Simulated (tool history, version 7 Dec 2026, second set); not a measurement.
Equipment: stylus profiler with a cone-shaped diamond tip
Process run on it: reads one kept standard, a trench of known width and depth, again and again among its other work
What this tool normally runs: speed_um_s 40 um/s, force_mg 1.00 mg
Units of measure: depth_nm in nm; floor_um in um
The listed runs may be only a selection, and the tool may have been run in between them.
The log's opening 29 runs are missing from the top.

{"run": 30, "hour": 2019.5, "speed_um_s": 78, "force_mg": 0.37, "depth_nm": 501.05, "floor_um": 13.27}
{"run": 31, "hour": 2076.9, "speed_um_s": 19, "force_mg": 1.06, "depth_nm": 502.25, "floor_um": 14.02}
{"run": 32, "hour": 2129.1, "speed_um_s": 31, "force_mg": 1.72, "depth_nm": 503.27, "floor_um": 13.83}
{"run": 33, "hour": 2221.8, "speed_um_s": 20, "force_mg": 0.37, "depth_nm": 501.51, "floor_um": 13.79}
{"run": 34, "hour": 2316.4, "speed_um_s": 46, "force_mg": 0.51, "depth_nm": 501.71, "floor_um": 13.46}
{"run": 35, "hour": 2395.0, "speed_um_s": 46, "force_mg": 0.51, "depth_nm": 501.86, "floor_um": 13.48}
{"run": 36, "hour": 2479.8, "speed_um_s": 28, "force_mg": 1.66, "depth_nm": 503.37, "floor_um": 13.65}
{"run": 37, "hour": 2548.7, "speed_um_s": 28, "force_mg": 1.66, "depth_nm": 503.61, "floor_um": 13.65}
{"run": 38, "hour": 2628.8, "speed_um_s": 28, "force_mg": 1.66, "depth_nm": 503.83, "floor_um": 13.61}
{"run": 39, "hour": 2692.0, "speed_um_s": 28, "force_mg": 1.66, "depth_nm": 503.73, "floor_um": 13.56}
{"run": 40, "hour": 2735.8, "speed_um_s": 28, "force_mg": 1.66, "depth_nm": 503.63, "floor_um": 13.53}
{"hour": 2752.5, "done": "new tip fitted, height scale calibrated"}
{"run": 41, "hour": 2808.3, "speed_um_s": 62, "force_mg": 0.7, "depth_nm": 501.73, "floor_um": 15.08}
{"run": 42, "hour": 2855.0, "speed_um_s": 136, "force_mg": 2.37, "depth_nm": 503.58, "floor_um": 14.95}
{"run": 43, "hour": 2897.7, "speed_um_s": 21, "force_mg": 1.16, "depth_nm": 502.19, "floor_um": 15.36}
{"run": 44, "hour": 2954.0, "speed_um_s": 40, "force_mg": 2.4, "depth_nm": 503.73, "floor_um": 15.29}

4 ways to go on from here, each from the tool as it stands after run 44. What would each give?
{"run": "A", "hour": 3014.5, "speed_um_s": 70, "force_mg": 0.41, "depth_nm": "?", "floor_um": "?"}
{"run": "B", "hour": 3014.5, "speed_um_s": 40, "force_mg": 0.87, "depth_nm": "?", "floor_um": "?"}
{"run": "C", "hour": 3014.5, "speed_um_s": 40, "force_mg": 0.9, "depth_nm": "?", "floor_um": "?"}
{"run": "D", "hour": 3014.5, "speed_um_s": 98, "force_mg": 2.4, "depth_nm": "?", "floor_um": "?"}

run=A depth_nm=501.62 floor_um=14.69
run=B depth_nm=502.03 floor_um=15.11
run=C depth_nm=502.22 floor_um=15.05
run=D depth_nm=503.82 floor_um=14.96
Had the tool no hidden state, the same runs would have come out as:
run=A depth_nm=501.25 floor_um=14.93
run=B depth_nm=501.66 floor_um=15.35
run=C depth_nm=501.85 floor_um=15.29
run=D depth_nm=503.45 floor_um=15.20
